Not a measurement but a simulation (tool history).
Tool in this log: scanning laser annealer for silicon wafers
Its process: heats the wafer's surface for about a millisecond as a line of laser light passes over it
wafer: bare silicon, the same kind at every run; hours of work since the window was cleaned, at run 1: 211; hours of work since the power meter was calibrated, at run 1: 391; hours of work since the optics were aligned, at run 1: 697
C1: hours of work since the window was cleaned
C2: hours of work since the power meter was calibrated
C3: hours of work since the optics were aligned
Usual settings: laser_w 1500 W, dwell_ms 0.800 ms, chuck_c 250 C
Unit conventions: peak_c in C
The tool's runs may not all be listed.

run 1 hour=0.0 | laser_w=1500 dwell_ms=0.800 chuck_c=250 | C1=211 C2=391 C3=697 | peak_c=1048
run 2 hour=25.0 | laser_w=1500 dwell_ms=0.800 chuck_c=250 | C1=223 C2=403 C3=709 | peak_c=1050
run 3 hour=37.1 | laser_w=1500 dwell_ms=0.800 chuck_c=250 | C1=228 C2=408 C3=715 | peak_c=1051
run 4 hour=52.5 | laser_w=1500 dwell_ms=0.569 chuck_c=250 | C1=236 C2=416 C3=722 | peak_c=934
run 5 hour=70.4 | laser_w=1500 dwell_ms=0.569 chuck_c=249 | C1=244 C2=424 C3=731 | peak_c=933
run 6 hour=86.0 | laser_w=1500 dwell_ms=0.569 chuck_c=249 | C1=251 C2=432 C3=738 | peak_c=930
run 7 hour=106.7 | laser_w=1485 dwell_ms=0.859 chuck_c=262 | C1=261 C2=441 C3=748 | peak_c=1077
-- hour=113.1 optics aligned, line set to its width
run 8 hour=126.7 | laser_w=1485 dwell_ms=0.859 chuck_c=262 | C1=268 C2=449 C3=6 | peak_c=1074
run 9 hour=138.1 | laser_w=1485 dwell_ms=0.859 chuck_c=262 | C1=274 C2=454 C3=12 | peak_c=1075
run 10 hour=155.7 | laser_w=1586 dwell_ms=0.862 chuck_c=255 | C1=282 C2=462 C3=20 | peak_c=1145
run 11 hour=166.0 | laser_w=1586 dwell_ms=0.862 chuck_c=255 | C1=287 C2=467 C3=25 | peak_c=1139

Forecast each of these 3 alternatives for the next run:
run A hour=189.3 | laser_w=1586 dwell_ms=0.862 chuck_c=256 | C1=298 C2=478 C3=36 | peak_c=?
run B hour=189.3 | laser_w=1586 dwell_ms=0.862 chuck_c=223 | C1=298 C2=478 C3=36 | peak_c=?
run C hour=189.3 | laser_w=1586 dwell_ms=0.871 chuck_c=264 | C1=298 C2=478 C3=36 | peak_c=?

run=A peak_c=1137
run=B peak_c=1107
run=C peak_c=1155
Stripped of hidden state, with their random variation kept, the same runs would have yielded:
run=A peak_c=1155
run=B peak_c=1125
run=C peak_c=1173
